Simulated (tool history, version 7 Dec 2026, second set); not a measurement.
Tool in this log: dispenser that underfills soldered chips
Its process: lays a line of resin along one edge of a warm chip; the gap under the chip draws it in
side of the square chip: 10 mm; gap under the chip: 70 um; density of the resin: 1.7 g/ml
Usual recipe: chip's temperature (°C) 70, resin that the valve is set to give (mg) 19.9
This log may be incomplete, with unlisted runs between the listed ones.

| run | hour | chip's temperature (°C) | resin that the valve is set to give (mg) | time until the resin shows at the far edge (s) | resin that the valve gave (mg) |
|---|---|---|---|---|---|
| 1 | 0 | 70 | 19.9 | 80.9 | 18.97 |
| 2 | 6.4 | 70 | 19.9 | 74.2 | 18.5 |
| 3 | 11.5 | 70 | 19.9 | 82.1 | 19.8 |
| 4 | 17.7 | 70 | 19.9 | 76.1 | 19.84 |
| 5 | 23.6 | 70 | 19.9 | 67 | 19.99 |
| 6 | 27.4 | 70 | 19.9 | 74.3 | 19.63 |
| 7 | 33.4 | 80 | 22.6 | 46.6 | 22.32 |
| 8 | 39.3 | 66 | 17.4 | 101.1 | 17.16 |
| 9 | 42.8 | 66 | 17.4 | 85 | 17.11 |
| 10 | 46.3 | 66 | 17.4 | 97.8 | 17.16 |
| 11 | 50.7 | 70 | 25.7 | 66.1 | 25.25 |

Put back what was entered between runs (7 entries, withheld): which listed runs does each sit between, and how does the hidden state differ from the listed run before to the listed run after?
In the gap between runs 1 and 2: new syringe of resin (hour 3.8)
  resin's viscosity, % of fresh resin's: 117 -> 109; dose that the valve gives, % of what is set: 94.33 -> 94.08; true chip temperature over the reading, C: 0.3 -> 0.32
  measured minus no-state result, time until the resin shows at the far edge (s): +11.2 -> +5.7; resin that the valve gave (mg): -1.14 -> -1.16
In the gap between runs 2 and 3: dispensing valve cleaned and set on the balance (hour 11.1)
  resin's viscosity, % of fresh resin's: 109 -> 123.3; dose that the valve gives, % of what is set: 94.08 -> 99.85; true chip temperature over the reading, C: 0.32 -> 0.33
  measured minus no-state result, time until the resin shows at the far edge (s): +5.7 -> +14.7; resin that the valve gave (mg): -1.16 -> -0.03
In the gap between runs 3 and 4: new syringe of resin (hour 13.7)
  resin's viscosity, % of fresh resin's: 123.3 -> 111.4; dose that the valve gives, % of what is set: 99.85 -> 99.6; true chip temperature over the reading, C: 0.33 -> 0.35
  measured minus no-state result, time until the resin shows at the far edge (s): +14.7 -> +6.8; resin that the valve gave (mg): -0.03 -> -0.08
In the gap between runs 4 and 5: new syringe of resin (hour 22.8)
  resin's viscosity, % of fresh resin's: 111.4 -> 100; dose that the valve gives, % of what is set: 99.6 -> 99.37; true chip temperature over the reading, C: 0.35 -> 0.36
  measured minus no-state result, time until the resin shows at the far edge (s): +6.8 -> -0.9; resin that the valve gave (mg): -0.08 -> -0.13
In the gap between runs 6 and 7: new syringe of resin (hour 31.9)
  resin's viscosity, % of fresh resin's: 112.2 -> 103.8; dose that the valve gives, % of what is set: 99.2 -> 98.96; true chip temperature over the reading, C: 0.37 -> 0.39
  measured minus no-state result, time until the resin shows at the far edge (s): +7.1 -> +1; resin that the valve gave (mg): -0.16 -> -0.24
In the gap between runs 8 and 9: new syringe of resin (hour 41.1)
  resin's viscosity, % of fresh resin's: 123.8 -> 105.6; dose that the valve gives, % of what is set: 98.71 -> 98.57
  measured minus no-state result, time until the resin shows at the far edge (s): +18.1 -> +3.3; resin that the valve gave (mg): -0.22 -> -0.25
In the gap between runs 10 and 11: new syringe of resin (hour 50)
  resin's viscosity, % of fresh resin's: 117.4 -> 100.3; dose that the valve gives, % of what is set: 98.41 -> 98.23; true chip temperature over the reading, C: 0.42 -> 0.43
  measured minus no-state result, time until the resin shows at the far edge (s): +13.1 -> -1; resin that the valve gave (mg): -0.28 -> -0.45
